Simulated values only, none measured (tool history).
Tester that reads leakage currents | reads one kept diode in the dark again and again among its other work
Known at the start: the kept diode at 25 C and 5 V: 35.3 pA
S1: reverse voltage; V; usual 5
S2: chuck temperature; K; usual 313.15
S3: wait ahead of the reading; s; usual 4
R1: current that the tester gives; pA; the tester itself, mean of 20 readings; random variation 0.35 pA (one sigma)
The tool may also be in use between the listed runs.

{"run": 1, "hour": 0.0, "S1": 5, "S2": 313.15, "S3": 4, "R1": 109.76}
{"run": 2, "hour": 20.9, "S1": 5, "S2": 313.15, "S3": 4, "R1": 109.91}
{"run": 3, "hour": 44.1, "S1": 5, "S2": 313.15, "S3": 1.97, "R1": 109.64}
{"run": 4, "hour": 75.8, "S1": 5, "S2": 313.15, "S3": 1.97, "R1": 109.47}
{"run": 5, "hour": 98.3, "S1": 5, "S2": 313.15, "S3": 4, "R1": 108.29}
{"run": 6, "hour": 134.8, "S1": 5, "S2": 313.15, "S3": 4, "R1": 108.54}
{"run": 7, "hour": 154.6, "S1": 5, "S2": 313.15, "S3": 5.65, "R1": 108.09}
{"run": 8, "hour": 183.1, "S1": 5, "S2": 313.15, "S3": 5.65, "R1": 108.09}
{"run": 9, "hour": 213.5, "S1": 5, "S2": 313.15, "S3": 5.65, "R1": 107.39}
{"run": 10, "hour": 248.4, "S1": 5, "S2": 313.15, "S3": 5.65, "R1": 106.95}
{"run": 11, "hour": 282.0, "S1": 5, "S2": 313.15, "S3": 4, "R1": 106.46}
{"run": 12, "hour": 314.0, "S1": 5, "S2": 313.15, "S3": 4, "R1": 106.14}
{"run": 13, "hour": 330.8, "S1": 5, "S2": 313.15, "S3": 4, "R1": 105.83}
{"run": 14, "hour": 354.3, "S1": 5, "S2": 313.15, "S3": 4, "R1": 105.17}
{"run": 15, "hour": 374.4, "S1": 5, "S2": 313.15, "S3": 4, "R1": 105.37}
{"run": 16, "hour": 390.3, "S1": 5, "S2": 309.15, "S3": 4, "R1": 78.82}
{"run": 17, "hour": 409.1, "S1": 5, "S2": 309.15, "S3": 4, "R1": 78.96}
{"run": 18, "hour": 438.8, "S1": 5, "S2": 309.15, "S3": 4, "R1": 78.25}
{"run": 19, "hour": 459.2, "S1": 5, "S2": 309.15, "S3": 4, "R1": 77.75}
{"hour": 475.0, "done": "chuck's temperature calibrated"}
{"run": 20, "hour": 494.9, "S1": 5, "S2": 309.15, "S3": 4, "R1": 90.16}
{"run": 21, "hour": 533.7, "S1": 5, "S2": 309.15, "S3": 4, "R1": 90.42}
{"run": 22, "hour": 551.7, "S1": 5, "S2": 313.15, "S3": 4.27, "R1": 119.38}
{"run": 23, "hour": 572.7, "S1": 5, "S2": 313.15, "S3": 4.27, "R1": 118.67}
{"run": 24, "hour": 608.3, "S1": 6.99, "S2": 294.15, "S3": 2.05, "R1": 37.86}
{"run": 25, "hour": 633.0, "S1": 6.99, "S2": 294.15, "S3": 2.05, "R1": 37.8}
{"run": 26, "hour": 666.5, "S1": 6.99, "S2": 294.15, "S3": 2.05, "R1": 37.8}
{"run": 27, "hour": 686.7, "S1": 16.93, "S2": 294.15, "S3": 4, "R1": 64.66}
{"run": 28, "hour": 703.4, "S1": 16.93, "S2": 294.15, "S3": 4, "R1": 64.89}
{"run": 29, "hour": 733.8, "S1": 16.93, "S2": 294.15, "S3": 4, "R1": 65.04}
{"run": 30, "hour": 768.5, "S1": 18.19, "S2": 313.15, "S3": 0.33, "R1": 230.32}
{"run": 31, "hour": 784.8, "S1": 16.89, "S2": 299.15, "S3": 1.64, "R1": 87.8}
{"run": 32, "hour": 818.5, "S1": 2.67, "S2": 324.15, "S3": 1.64, "R1": 184.94}
{"run": 33, "hour": 854.6, "S1": 4.58, "S2": 297.15, "S3": 1.24, "R1": 36.35}
{"run": 34, "hour": 886.3, "S1": 4.58, "S2": 323.15, "S3": 1.24, "R1": 220.26}
{"run": 35, "hour": 924.6, "S1": 4.58, "S2": 317.15, "S3": 1.74, "R1": 145.5}
{"run": 36, "hour": 951.8, "S1": 7.24, "S2": 323.15, "S3": 1.74, "R1": 271.18}
{"run": 37, "hour": 977.1, "S1": 7.24, "S2": 323.15, "S3": 1.74, "R1": 271.48}
{"run": 38, "hour": 1012.9, "S1": 5.78, "S2": 304.15, "S3": 5.48, "R1": 65.29}
{"run": 39, "hour": 1042.6, "S1": 2.81, "S2": 296.15, "S3": 1.56, "R1": 25.27}
{"run": 40, "hour": 1073.7, "S1": 1.48, "S2": 331.15, "S3": 0.31, "R1": 218.45}
{"run": 41, "hour": 1101.6, "S1": 1.48, "S2": 331.15, "S3": 0.31, "R1": 215.51}

Some steps in R1 between neighbouring runs. How much of each would the tool show without its hidden state too (settings, what came in, random variation), and how much is left for the hidden state, with any gauge scatter that isn't in both results?
The hidden state here: stray current of the dirty probe card, pA a volt; current scale over the true one, %; true chuck temperature over the reading, C; drift of the gauge itself on leakage_pa, %.
Run 19 -> 20: chuck's temperature calibrated. R1 +12.41 pA: hidden state +12.19, all else +0.22.
Run 31 -> 32: S1 16.89 -> 2.67, S2 299.15 -> 324.15. R1 +97.14 pA: hidden state -23.62, all else +120.76.
Run 33 -> 34: S2 297.15 -> 323.15. R1 +183.91 pA: hidden state -10.35, all else +194.26.
Run 37 -> 38: S1 7.24 -> 5.78, S2 323.15 -> 304.15, S3 1.74 -> 5.48. R1 -206.19 pA: hidden state +11.89, all else -218.08.
Run 39 -> 40: S1 2.81 -> 1.48, S2 296.15 -> 331.15, S3 1.56 -> 0.31. R1 +193.18 pA: hidden state -17.96, all else +211.14.

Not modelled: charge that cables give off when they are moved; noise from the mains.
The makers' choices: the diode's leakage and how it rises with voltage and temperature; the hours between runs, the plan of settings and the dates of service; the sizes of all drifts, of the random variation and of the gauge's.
